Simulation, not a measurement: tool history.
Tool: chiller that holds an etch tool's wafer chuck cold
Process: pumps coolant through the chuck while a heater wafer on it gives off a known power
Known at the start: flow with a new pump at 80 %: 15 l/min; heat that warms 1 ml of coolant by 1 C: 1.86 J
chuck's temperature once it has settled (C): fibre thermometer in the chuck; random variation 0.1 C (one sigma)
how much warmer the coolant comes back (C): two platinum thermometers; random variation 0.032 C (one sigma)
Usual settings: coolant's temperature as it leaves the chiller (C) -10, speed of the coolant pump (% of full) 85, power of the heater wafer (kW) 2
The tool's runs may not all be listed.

run   hour  coolant's temperature as it leaves the chiller (C)  speed of the coolant pump (% of full)  power of the heater wafer (kW)  chuck's temperature once it has settled (C)  how much warmer the coolant comes back (C)
  1      0                                                 -10                                     85                               2                                          6.8                                         4.1
  2   26.6                                                 -10                                     85                               2                                          7.1                                        4.14
  3   53.8                                                 -10                                     85                               2                                          6.9                                        4.13
  4   96.5                                                 -10                                     85                               2                                          6.9                                        4.18
  5  132.3                                                 -10                                     85                               2                                          6.8                                        4.15
  6  158.1                                                 -10                                     85                               2                                          6.9                                        4.09
  7  182.9                                                 -10                                     85                               2                                          6.9                                         4.1
  8  209.9                                                 -10                                     85                               2                                            7                                        4.14
  9  239.6                                                 -10                                     85                               2                                          6.9                                        4.15
 10  261.4                                                 -10                                     85                               2                                          6.9                                        4.15
 11  285.7                                                   0                                     85                               2                                           17                                        4.15
 12    313                                                 -10                                     85                               2                                          7.2                                        4.13
 13  350.7                                                 -10                                     85                               2                                          6.9                                         4.2
 14  389.8                                                 -10                                     85                               2                                          7.1                                        4.22
 15  426.7                                                 -10                                     85                           2.775                                         13.8                                        5.76
 16  449.7                                                 -10                                     85                           2.775                                         13.7                                        5.77
 17    490                                                 -10                                     85                               2                                          7.1                                        4.18
 18  515.5                                                 -10                                     85                               2                                          7.2                                         4.2
 19  541.5                                                  -8                                     84                           2.742                                         15.8                                         5.9
 20  564.8                                                  -8                                     97                           2.742                                         13.3                                        4.88
 21  603.7                                                 -10                                     78                           1.167                                          0.7                                        2.73
 22  629.8                                                 -10                                     92                           1.167                                         -0.6                                        2.28
 23  665.2                                                 -10                                     74                           1.788                                          7.2                                        4.39
 24    711                                                 -19                                     85                             1.5                                         -6.1                                        3.23
 25  734.6                                                 -19                                     85                             1.5                                         -5.9                                        3.15
 26  760.9                                                 -19                                     85                             1.5                                         -6.1                                        3.15
 27    785                                                 -19                                     85                             1.5                                         -6.1                                        3.15
 28  806.8                                                 -19                                     85                             1.5                                         -6.1                                        3.21

Forecast run 29:
 29  836.2                                                 -15                                     87                           2.208                                            ?                                           ?

{"run 29": {"chuck's temperature once it has settled (C)": 3.7, "how much warmer the coolant comes back (C)": 4.62}}
Without the tool's hidden state the same run would have given chuck's temperature once it has settled (C) 2.1, how much warmer the coolant comes back (C) 4.41.
